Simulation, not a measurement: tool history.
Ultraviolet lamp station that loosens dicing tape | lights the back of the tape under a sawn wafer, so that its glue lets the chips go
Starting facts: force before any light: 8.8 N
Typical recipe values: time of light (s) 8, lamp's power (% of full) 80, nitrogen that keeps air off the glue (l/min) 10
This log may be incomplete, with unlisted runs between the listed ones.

| run | day | time of light (s) | lamp's power (% of full) | nitrogen that keeps air off the glue (l/min) | force that peels the tape off (N) | light that reached the tape (J/m2) |
|---|---|---|---|---|---|---|
| 1 | 0 | 8 | 80 | 10 | 1.203 | 3530 |
| 2 | 0.25 | 8 | 80 | 10 | 1.157 | 3490 |
| 3 | 0.521 | 8 | 80 | 10 | 1.181 | 3520 |
| 4 | 0.721 | 8 | 80 | 10 | 1.217 | 3500 |
| 5 | 0.925 | 8 | 80 | 10 | 1.185 | 3530 |
| 6 | 1.283 | 8 | 80 | 10 | 1.189 | 3540 |
| 7 | 1.721 | 8 | 80 | 3 | 2.479 | 3500 |
| 8 | 2.017 | 15 | 80 | 10 | 0.384 | 6530 |
| 9 | 2.375 | 15 | 80 | 10 | 0.372 | 6500 |
| 10 | 2.821 | 15 | 80 | 10 | 0.385 | 6530 |
| 11 | 3.121 | 15 | 80 | 10 | 0.382 | 6450 |
| 12 | 3.583 | 8 | 80 | 10 | 1.245 | 3410 |
| 13 | 4.004 | 8 | 80 | 10 | 1.238 | 3460 |
| 14 | 4.375 | 8 | 80 | 10 | 1.303 | 3390 |
| 15 | 4.667 | 8 | 80 | 10 | 1.282 | 3390 |
| 16 | 5.05 | 8 | 80 | 10 | 1.269 | 3370 |
| 17 | 5.267 | 8 | 80 | 10 | 1.285 | 3370 |
| 18 | 5.696 | 8 | 80 | 10 | 1.247 | 3350 |
| 19 | 6.192 | 8 | 80 | 10 | 1.323 | 3310 |
| 20 | 6.646 | 8 | 80 | 5 | 2.044 | 3320 |
| 21 | 6.888 | 8 | 80 | 5 | 1.96 | 3330 |
| 22 | 7.375 | 8 | 80 | 10 | 1.322 | 3330 |
| 23 | 7.792 | 8 | 92 | 5 | 1.623 | 3780 |
| 24 | 8.054 | 8 | 92 | 5 | 1.595 | 3770 |
| 25 | 8.392 | 9 | 84 | 11 | 0.924 | 3870 |
| 26 | 8.808 | 9 | 84 | 11 | 0.957 | 3870 |
| 27 | 9.162 | 6 | 96 | 6 | 2.218 | 2900 |
| 28 | 9.525 | 4 | 88 | 10 | 2.934 | 1740 |
| 29 | 9.975 | 4 | 88 | 10 | 3.085 | 1780 |
| 30 | 10.438 | 9 | 88 | 3 | 2.045 | 4000 |
| 31 | 10.821 | 8 | 80 | 14 | 1.166 | 3220 |
| 32 | 11.046 | 8 | 80 | 7 | 1.72 | 3180 |
| 33 | 11.5 | 8 | 80 | 7 | 1.743 | 3190 |
| 34 | 11.758 | 13 | 79 | 10 | 0.587 | 5080 |
| 35 | 12.192 | 6 | 78 | 6 | 2.824 | 2300 |
| 36 | 12.471 | 15 | 68 | 15 | 0.48 | 5040 |
| 37 | 12.783 | 15 | 68 | 15 | 0.477 | 4980 |
| 38 | 13.254 | 8 | 79 | 5 | 2.191 | 3050 |
| 39 | 13.617 | 8 | 83 | 10 | 1.323 | 3250 |
| 40 | 13.967 | 5 | 80 | 10 | 2.625 | 1920 |
|  | 14.158 | window cleaned of glue's vapour |
| 41 | 14.3 | 5 | 80 | 10 | 2.217 | 2340 |
| 42 | 14.662 | 9 | 66 | 10 | 1.225 | 3470 |
| 43 | 14.946 | 7 | 97 | 10 | 0.946 | 3950 |

Measured less the same run without the tool's hidden state. The same run-to-run variation is in both; the gauge's scatter may not be:
Hidden conditions of the tool in this case: lamp's light, % of a new lamp's; light that the window lets through, % of a clean one's; drift of the gauge itself on peel_n, %; drift of the gauge itself on dose_mj_cm2, %.
| run | force that peels the tape off (N) | light that reached the tape (J/m2) |
|---|---|---|
| 1 | +0.245 | -480 |
| 2 | +0.241 | -480 |
| 3 | +0.247 | -490 |
| 4 | +0.259 | -500 |
| 5 | +0.257 | -510 |
| 6 | +0.264 | -510 |
| 7 | +0.414 | -530 |
| 8 | +0.067 | -1010 |
| 9 | +0.068 | -1030 |
| 10 | +0.072 | -1060 |
| 11 | +0.073 | -1070 |
| 12 | +0.311 | -600 |
| 13 | +0.317 | -600 |
| 14 | +0.339 | -620 |
| 15 | +0.336 | -630 |
| 16 | +0.336 | -630 |
| 17 | +0.343 | -640 |
| 18 | +0.342 | -650 |
| 19 | +0.369 | -670 |
| 20 | +0.499 | -680 |
| 21 | +0.484 | -690 |
| 22 | +0.386 | -710 |
| 23 | +0.453 | -820 |
| 24 | +0.449 | -830 |
| 25 | +0.297 | -870 |
| 26 | +0.312 | -890 |
| 27 | +0.581 | -680 |
| 28 | +0.632 | -420 |
| 29 | +0.673 | -430 |
| 30 | +0.573 | -990 |
| 31 | +0.4 | -810 |
| 32 | +0.535 | -820 |
| 33 | +0.548 | -830 |
| 34 | +0.197 | -1350 |
| 35 | +0.708 | -620 |
| 36 | +0.144 | -1370 |
| 37 | +0.147 | -1390 |
| 38 | +0.66 | -870 |
| 39 | +0.481 | -920 |
| 40 | +0.714 | -560 |
| 41 | +0.178 | -150 |
| 42 | +0.133 | -240 |
| 43 | +0.113 | -280 |
